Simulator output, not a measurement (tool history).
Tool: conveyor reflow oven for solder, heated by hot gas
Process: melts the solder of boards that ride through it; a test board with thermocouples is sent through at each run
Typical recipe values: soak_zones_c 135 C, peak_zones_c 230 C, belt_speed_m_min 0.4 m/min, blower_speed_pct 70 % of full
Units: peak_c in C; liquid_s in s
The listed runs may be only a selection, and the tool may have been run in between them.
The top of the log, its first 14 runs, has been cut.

run,hour,soak_zones_c,peak_zones_c,belt_speed_m_min,blower_speed_pct,peak_c,liquid_s
15,104.3,135,230,0.404,70,212.7,60.6
16,114.2,135,230,0.427,75,211.3,56.5
17,121.2,123,230,0.404,70,209.9,53.6
18,126,137,224,0.398,78,209.6,60
19,136.5,135,226,0.4,57,207.2,53.5
20,142.4,135,233,0.459,57,207.7,47
21,148.3,130,225,0.328,82,215.1,79.2
22,156.9,130,225,0.328,82,215,79.4
23,166.5,134,230,0.437,65,208.7,50.9
# hour 178.8: flux residue cleaned out of gas plates and filters
24,181.1,134,230,0.437,65,208.4,50.9
25,186.8,135,230,0.4,53,209.5,57.1
26,196.4,145,230,0.339,53,216.3,83.4
27,206.4,135,234,0.408,66,215,62.8
28,211.6,135,234,0.408,66,215.2,62.7
29,216.8,135,230,0.414,70,212.1,58.9
30,221.6,135,230,0.414,70,212.3,58.8

What if the next run were any one of these 4? Each begins from the tool's condition after run 30:
A,229.7,140,230,0.442,70,?,?
B,229.7,150,230,0.338,70,?,?
C,229.7,135,223,0.4,70,?,?
D,229.7,126,219,0.455,70,?,?

run,peak_c,liquid_s
A,210.8,54.9
B,219.8,90.5
C,207.3,55.8
D,197,31.8
What these runs would have given with no unlogged condition in the tool:
run,peak_c,liquid_s
A,210.8,55
B,219.8,90.5
C,207.3,55.8
D,197.1,31.8
